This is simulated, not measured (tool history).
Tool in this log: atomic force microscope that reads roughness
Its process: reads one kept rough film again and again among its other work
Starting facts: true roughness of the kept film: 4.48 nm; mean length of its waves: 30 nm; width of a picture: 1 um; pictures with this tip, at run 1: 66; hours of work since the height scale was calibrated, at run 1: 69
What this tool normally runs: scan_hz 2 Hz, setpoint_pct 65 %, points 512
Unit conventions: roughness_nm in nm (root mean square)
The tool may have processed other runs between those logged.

run,hour,scan_hz,setpoint_pct,points,pictures with this tip,hours of work since the height scale was calibrated,roughness_nm
1,0,2,65,512,66,69,3.389
2,7.4,0.81,65,512,79,73,3.408
3,14.6,0.81,65,512,91,78,3.36
4,25.1,0.81,65,512,110,85,3.277
5,35.6,2,65,512,128,92,3.113
6,42.1,2,65,512,140,96,3.087
7,48.6,2,65,512,151,100,3.035
8,57.1,2,65,512,166,106,3.007
9,64.3,1.56,65,512,179,111,2.977
10,72,2,65,512,192,116,2.92
11,79.1,2,65,300,205,120,2.816
12,85,2,65,300,215,124,2.815
13,89.7,2,65,300,223,127,2.773
14,99.2,2,59,512,240,133,2.794
15,106.4,2,59,512,252,138,2.773
16,112.5,2,59,512,263,142,2.729
17,121.5,2,59,512,279,148,2.691
# hour 126.5: new tip fitted
18,128.7,2,59,512,4,152,3.765
19,134.7,0.8,65,512,14,156,3.77
20,143.8,0.8,65,512,30,162,3.688
21,149.8,0.8,65,512,41,166,3.641
22,159,0.86,61,759,57,172,3.55
23,168.9,2,65,595,74,178,3.373
24,176.1,2,65,595,87,183,3.344
25,181,2.62,65,347,95,186,3.222
26,186.7,1.57,65,432,105,190,3.252
27,192.3,1.57,65,432,115,194,3.218
28,198.4,1.57,87,432,126,198,2.926
29,206.2,1.72,71,878,140,203,3.09
30,214,1.05,67,819,153,208,3.117
31,222.2,1.32,80,551,168,213,2.91

Some steps in roughness_nm, run to run, broken into two amounts with sign: the step expected even without the hidden condition (settings, incoming material, random variation), and the rest, left for the hidden condition together with whatever gauge scatter is not in both the measured and the hidden-condition-free result:
Hidden conditions of the tool in this case: radius of the tip, nm; height scale over the true one, %; drift of the gauge itself on roughness_nm, %.
Run 17 -> 18: new tip fitted. roughness_nm +1.074 nm (root mean square): hidden state +1.074, all else +0.
Run 19 -> 20: no setting changed, nothing entered. roughness_nm -0.082 nm (root mean square): hidden state -0.081, all else -0.001.
Run 27 -> 28: setpoint_pct 65 -> 87. roughness_nm -0.292 nm (root mean square): hidden state +0.003, all else -0.295.
Run 28 -> 29: scan_hz 1.57 -> 1.72, setpoint_pct 87 -> 71, points 432 -> 878. roughness_nm +0.164 nm (root mean square): hidden state -0.095, all else +0.259.
Run 30 -> 31: scan_hz 1.05 -> 1.32, setpoint_pct 67 -> 80, points 819 -> 551. roughness_nm -0.207 nm (root mean square): hidden state -0.016, all else -0.191.
